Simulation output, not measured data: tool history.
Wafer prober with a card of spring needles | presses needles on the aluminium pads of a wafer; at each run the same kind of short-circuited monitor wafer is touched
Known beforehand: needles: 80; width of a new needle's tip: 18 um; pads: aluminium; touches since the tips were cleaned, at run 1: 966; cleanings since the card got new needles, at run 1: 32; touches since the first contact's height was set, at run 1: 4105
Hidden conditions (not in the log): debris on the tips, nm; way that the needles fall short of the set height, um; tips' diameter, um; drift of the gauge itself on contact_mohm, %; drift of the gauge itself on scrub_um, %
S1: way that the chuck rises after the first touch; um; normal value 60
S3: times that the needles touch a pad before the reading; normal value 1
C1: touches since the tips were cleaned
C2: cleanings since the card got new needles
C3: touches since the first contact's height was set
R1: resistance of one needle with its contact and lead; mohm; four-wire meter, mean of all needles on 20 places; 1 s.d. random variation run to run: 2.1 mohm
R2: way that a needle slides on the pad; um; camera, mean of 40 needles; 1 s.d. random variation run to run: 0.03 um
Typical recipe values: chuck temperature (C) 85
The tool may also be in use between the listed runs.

run 1 hour=0.0 | S1=60 chuck_temperature_(C)=85 S3=1 | C1=966 C2=32 C3=4105 | R1=244 R2=13.49
-- hour=24.5 tips cleaned on abrasive film
run 2 hour=45.2 | S1=60 chuck_temperature_(C)=85 S3=1 | C1=4996 C2=33 C3=14988 | R1=264 R2=13.44
-- hour=51.4 tips cleaned on abrasive film
-- hour=80.3 tips cleaned on abrasive film
run 3 hour=102.5 | S1=60 chuck_temperature_(C)=85 S3=2 | C1=5363 C2=35 C3=28783 | R1=249 R2=13.35
-- hour=106.5 tips cleaned on abrasive film
-- hour=134.3 tips cleaned on abrasive film
run 4 hour=140.5 | S1=60 chuck_temperature_(C)=85 S3=2 | C1=1498 C2=37 C3=37916 | R1=244 R2=13.37
-- hour=161.2 tips cleaned on abrasive film
run 5 hour=168.8 | S1=60 chuck_temperature_(C)=88 S3=1 | C1=1834 C2=38 C3=44712 | R1=258 R2=13.26
-- hour=192.6 tips cleaned on abrasive film
-- hour=221.9 tips cleaned on abrasive film
run 6 hour=228.1 | S1=60 chuck_temperature_(C)=88 S3=1 | C1=1491 C2=40 C3=58988 | R1=254 R2=13.27
-- hour=231.5 height of the first contact set anew
-- hour=249.9 tips cleaned on abrasive film
run 7 hour=275.5 | S1=49 chuck_temperature_(C)=44 S3=1 | C1=6180 C2=41 C3=10585 | R1=281 R2=10.79
-- hour=281.2 tips cleaned on abrasive film
-- hour=310.7 tips cleaned on abrasive film
run 8 hour=331.2 | S1=70 chuck_temperature_(C)=27 S3=2 | C1=4949 C2=43 C3=23988 | R1=227 R2=15.46
-- hour=339.9 tips cleaned on abrasive film
-- hour=366.6 tips cleaned on abrasive film
run 9 hour=390.0 | S1=70 chuck_temperature_(C)=27 S3=3 | C1=5660 C2=45 C3=38145 | R1=225 R2=15.41
-- hour=393.3 tips cleaned on abrasive film
-- hour=423.2 tips cleaned on abrasive film
-- hour=437.3 height of the first contact set anew, once more
-- hour=451.3 tips cleaned on abrasive film
run 10 hour=451.3 | S1=74 chuck_temperature_(C)=93 S3=3 | C1=0 C2=48 C3=3354 | R1=228 R2=16.60

Hidden state at the last listed run before each entry between runs and at the first one after, where it differs:
In the gap between runs 1 and 2: tips cleaned on abrasive film (hour 24.5)
  debris on the tips, nm: 35 -> 80.3; way that the needles fall short of the set height, um: 0.09 -> 0.15; tips' diameter, um: 18.89 -> 18.92
  the result without the hidden state subtracted from the measured one, R1: +15 -> +34 mohm; R2: -0.02 -> -0.04 um
In the gap between runs 2 and 3: tips cleaned on abrasive film (hour 51.4); tips cleaned on abrasive film (hour 80.3)
  debris on the tips, nm: 80.3 -> 79.8; way that the needles fall short of the set height, um: 0.15 -> 0.32; tips' diameter, um: 18.92 -> 18.97
  the result without the hidden state subtracted from the measured one, R1: +34 -> +21 mohm; R2: -0.04 -> -0.07 um
In the gap between runs 3 and 4: tips cleaned on abrasive film (hour 106.5); tips cleaned on abrasive film (hour 134.3)
  debris on the tips, nm: 79.8 -> 56.2; way that the needles fall short of the set height, um: 0.32 -> 0.47; tips' diameter, um: 18.97 -> 19.03
  the result without the hidden state subtracted from the measured one, R1: +21 -> +16 mohm; R2: -0.07 -> -0.10 um
In the gap between runs 4 and 5: tips cleaned on abrasive film (hour 161.2)
  debris on the tips, nm: 56.2 -> 60.1; way that the needles fall short of the set height, um: 0.47 -> 0.57; tips' diameter, um: 19.03 -> 19.06
  the result without the hidden state subtracted from the measured one, R1: +16 -> +27 mohm; R2: -0.10 -> -0.13 um
In the gap between runs 5 and 6: tips cleaned on abrasive film (hour 192.6); tips cleaned on abrasive film (hour 221.9)
  debris on the tips, nm: 60.1 -> 50.6; way that the needles fall short of the set height, um: 0.57 -> 0.72; tips' diameter, um: 19.06 -> 19.11
  the result without the hidden state subtracted from the measured one, R1: +27 -> +23 mohm; R2: -0.13 -> -0.17 um
In the gap between runs 6 and 7: height of the first contact set anew (hour 231.5); tips cleaned on abrasive film (hour 249.9)
  debris on the tips, nm: 50.6 -> 83.4; way that the needles fall short of the set height, um: 0.72 -> 0.91; tips' diameter, um: 19.11 -> 19.15
  the result without the hidden state subtracted from the measured one, R1: +23 -> +57 mohm; R2: -0.17 -> -0.20 um
In the gap between runs 7 and 8: tips cleaned on abrasive film (hour 281.2); tips cleaned on abrasive film (hour 310.7)
  debris on the tips, nm: 83.4 -> 82.2; way that the needles fall short of the set height, um: 0.91 -> 1.04; tips' diameter, um: 19.15 -> 19.19
  the result without the hidden state subtracted from the measured one, R1: +57 -> +19 mohm; R2: -0.20 -> -0.23 um
In the gap between runs 8 and 9: tips cleaned on abrasive film (hour 339.9); tips cleaned on abrasive film (hour 366.6)
  debris on the tips, nm: 82.2 -> 82.1; way that the needles fall short of the set height, um: 1.04 -> 1.17; tips' diameter, um: 19.19 -> 19.24
  the result without the hidden state subtracted from the measured one, R1: +19 -> +12 mohm; R2: -0.23 -> -0.27 um
In the gap between runs 9 and 10: tips cleaned on abrasive film (hour 393.3); tips cleaned on abrasive film (hour 423.2); height of the first contact set anew, once more (hour 437.3); tips cleaned on abrasive film (hour 451.3)
  debris on the tips, nm: 82.1 -> 3.8; way that the needles fall short of the set height, um: 1.17 -> 0.09; tips' diameter, um: 19.24 -> 19.33
  the result without the hidden state subtracted from the measured one, R1: +12 -> +2 mohm; R2: -0.27 -> -0.02 um
